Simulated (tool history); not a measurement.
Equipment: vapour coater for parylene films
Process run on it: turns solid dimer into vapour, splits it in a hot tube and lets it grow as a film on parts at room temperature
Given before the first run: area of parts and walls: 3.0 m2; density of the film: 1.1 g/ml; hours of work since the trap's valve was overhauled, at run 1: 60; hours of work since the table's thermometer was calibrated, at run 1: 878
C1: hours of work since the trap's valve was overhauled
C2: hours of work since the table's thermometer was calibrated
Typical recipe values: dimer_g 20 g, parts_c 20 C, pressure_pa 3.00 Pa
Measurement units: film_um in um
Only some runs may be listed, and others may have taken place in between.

{"run": 1, "day": 0.0, "dimer_g": 20, "parts_c": 20, "pressure_pa": 3.0, "C1": 60, "C2": 878, "film_um": 4.86}
{"run": 2, "day": 1.296, "dimer_g": 20, "parts_c": 20, "pressure_pa": 5.23, "C1": 85, "C2": 903, "film_um": 4.5}
{"run": 3, "day": 2.671, "dimer_g": 12, "parts_c": 20, "pressure_pa": 5.23, "C1": 111, "C2": 929, "film_um": 2.7}
{"run": 4, "day": 4.017, "dimer_g": 33, "parts_c": 20, "pressure_pa": 3.0, "C1": 137, "C2": 955, "film_um": 7.92}
{"run": 5, "day": 6.546, "dimer_g": 33, "parts_c": 20, "pressure_pa": 3.0, "C1": 185, "C2": 1003, "film_um": 7.89}
{"run": 6, "day": 8.429, "dimer_g": 33, "parts_c": 20, "pressure_pa": 4.52, "C1": 221, "C2": 1039, "film_um": 7.46}
{"run": 7, "day": 10.462, "dimer_g": 20, "parts_c": 20, "pressure_pa": 3.0, "C1": 260, "C2": 1078, "film_um": 4.74}
{"run": 8, "day": 11.821, "dimer_g": 20, "parts_c": 20, "pressure_pa": 3.0, "C1": 286, "C2": 1104, "film_um": 4.73}
{"run": 9, "day": 13.4, "dimer_g": 20, "parts_c": 20, "pressure_pa": 3.0, "C1": 316, "C2": 1134, "film_um": 4.67}
{"run": 10, "day": 15.775, "dimer_g": 20, "parts_c": 20, "pressure_pa": 3.0, "C1": 361, "C2": 1179, "film_um": 4.68}
{"run": 11, "day": 17.688, "dimer_g": 20, "parts_c": 20, "pressure_pa": 3.0, "C1": 398, "C2": 1216, "film_um": 4.65}
{"run": 12, "day": 19.967, "dimer_g": 14, "parts_c": 21, "pressure_pa": 9.82, "C1": 441, "C2": 1259, "film_um": 2.79}
{"run": 13, "day": 22.725, "dimer_g": 23, "parts_c": 14, "pressure_pa": 3.64, "C1": 494, "C2": 1312, "film_um": 5.78}
{"run": 14, "day": 24.612, "dimer_g": 23, "parts_c": 14, "pressure_pa": 3.64, "C1": 530, "C2": 1348, "film_um": 5.76}
{"run": 15, "day": 25.988, "dimer_g": 24, "parts_c": 25, "pressure_pa": 3.0, "C1": 556, "C2": 1374, "film_um": 5.04}
{"run": 16, "day": 28.546, "dimer_g": 20, "parts_c": 30, "pressure_pa": 3.0, "C1": 605, "C2": 1423, "film_um": 3.8}
{"run": 17, "day": 30.542, "dimer_g": 20, "parts_c": 30, "pressure_pa": 3.0, "C1": 643, "C2": 1461, "film_um": 3.82}
{"day": 32.762, "done": "trap's valve overhauled"}
{"run": 18, "day": 33.146, "dimer_g": 29, "parts_c": 13, "pressure_pa": 11.08, "C1": 7, "C2": 1508, "film_um": 7.03}
{"run": 19, "day": 35.717, "dimer_g": 27, "parts_c": 31, "pressure_pa": 5.04, "C1": 56, "C2": 1557, "film_um": 5.13}
{"run": 20, "day": 38.396, "dimer_g": 31, "parts_c": 20, "pressure_pa": 2.26, "C1": 108, "C2": 1608, "film_um": 7.72}
{"run": 21, "day": 39.604, "dimer_g": 31, "parts_c": 20, "pressure_pa": 2.26, "C1": 131, "C2": 1631, "film_um": 7.78}

Same runs, no hidden state in the tool, same run-to-run variation:
Hidden state at play: vapour lost through the trap's worn valve, %; true temperature of the parts over the reading, C; drift of the gauge itself on film_um, %.
run=1 film_um=4.86
run=2 film_um=4.50
run=3 film_um=2.71
run=4 film_um=7.97
run=5 film_um=7.98
run=6 film_um=7.57
run=7 film_um=4.82
run=8 film_um=4.83
run=9 film_um=4.78
run=10 film_um=4.81
run=11 film_um=4.80
run=12 film_um=2.89
run=13 film_um=6.03
run=14 film_um=6.03
run=15 film_um=5.29
run=16 film_um=4.01
run=17 film_um=4.04
run=18 film_um=6.88
run=19 film_um=5.04
run=20 film_um=7.62
run=21 film_um=7.70
